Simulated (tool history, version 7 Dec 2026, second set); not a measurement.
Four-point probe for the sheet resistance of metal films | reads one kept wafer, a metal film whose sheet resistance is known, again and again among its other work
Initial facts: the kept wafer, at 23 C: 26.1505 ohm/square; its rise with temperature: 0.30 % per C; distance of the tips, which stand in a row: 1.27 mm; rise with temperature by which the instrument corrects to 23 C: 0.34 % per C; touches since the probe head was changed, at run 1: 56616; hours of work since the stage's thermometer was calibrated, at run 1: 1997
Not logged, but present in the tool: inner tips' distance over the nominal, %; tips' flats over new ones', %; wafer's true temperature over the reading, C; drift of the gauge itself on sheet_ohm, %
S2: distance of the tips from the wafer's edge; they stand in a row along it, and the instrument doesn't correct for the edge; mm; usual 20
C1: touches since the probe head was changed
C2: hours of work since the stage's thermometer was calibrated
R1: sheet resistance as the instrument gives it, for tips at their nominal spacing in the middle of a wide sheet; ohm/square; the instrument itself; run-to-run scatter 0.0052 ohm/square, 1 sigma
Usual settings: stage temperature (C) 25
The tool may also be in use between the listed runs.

{"run": 1, "hour": 0.0, "stage temperature (C)": 25, "S2": 20, "C1": 56616, "C2": 1997, "R1": 26.341367}
{"run": 2, "hour": 44.9, "stage temperature (C)": 25, "S2": 12, "C1": 58159, "C2": 2022, "R1": 26.450173}
{"run": 3, "hour": 78.0, "stage temperature (C)": 25, "S2": 20, "C1": 59300, "C2": 2041, "R1": 26.342889}
{"run": 4, "hour": 128.7, "stage temperature (C)": 25, "S2": 20, "C1": 61043, "C2": 2069, "R1": 26.34953}
{"run": 5, "hour": 161.2, "stage temperature (C)": 25, "S2": 20, "C1": 62161, "C2": 2087, "R1": 26.352686}
{"run": 6, "hour": 201.5, "stage temperature (C)": 25, "S2": 20, "C1": 63545, "C2": 2110, "R1": 26.340842}
{"run": 7, "hour": 232.3, "stage temperature (C)": 32, "S2": 20, "C1": 64605, "C2": 2127, "R1": 26.285438}
{"run": 8, "hour": 272.8, "stage temperature (C)": 32, "S2": 20, "C1": 65998, "C2": 2150, "R1": 26.291375}
{"run": 9, "hour": 327.2, "stage temperature (C)": 32, "S2": 20, "C1": 67867, "C2": 2181, "R1": 26.294376}
{"run": 10, "hour": 357.5, "stage temperature (C)": 26, "S2": 20, "C1": 68911, "C2": 2198, "R1": 26.34592}
{"run": 11, "hour": 388.3, "stage temperature (C)": 30, "S2": 20, "C1": 69971, "C2": 2215, "R1": 26.312387}
{"run": 12, "hour": 425.2, "stage temperature (C)": 30, "S2": 20, "C1": 71238, "C2": 2236, "R1": 26.32211}
{"hour": 428.4, "done": "stage's thermometer calibrated"}
{"run": 13, "hour": 455.4, "stage temperature (C)": 30, "S2": 20, "C1": 72260, "C2": 15, "R1": 26.34153}
{"run": 14, "hour": 486.2, "stage temperature (C)": 26, "S2": 20, "C1": 73318, "C2": 32, "R1": 26.379688}
{"run": 15, "hour": 526.5, "stage temperature (C)": 26, "S2": 20, "C1": 74705, "C2": 55, "R1": 26.375177}
{"run": 16, "hour": 557.9, "stage temperature (C)": 26, "S2": 20, "C1": 75786, "C2": 73, "R1": 26.375058}
{"run": 17, "hour": 611.9, "stage temperature (C)": 26, "S2": 20, "C1": 77640, "C2": 103, "R1": 26.395574}
{"run": 18, "hour": 664.2, "stage temperature (C)": 30, "S2": 14, "C1": 79439, "C2": 132, "R1": 26.414178}
{"hour": 681.5, "done": "stage's thermometer calibrated, once more"}
{"run": 19, "hour": 692.3, "stage temperature (C)": 23, "S2": 34, "C1": 80388, "C2": 6, "R1": 26.288302}

Estimate the outcome of run 20 from the log above:
{"run": 20, "hour": 728.8, "stage temperature (C)": 24, "S2": 4, "C1": 81645, "C2": 27, "R1": "?"}

R1: 27.622056 ohm/square
Minus the tool's unlogged condition, the same run would have read R1 27.494785 ohm/square.
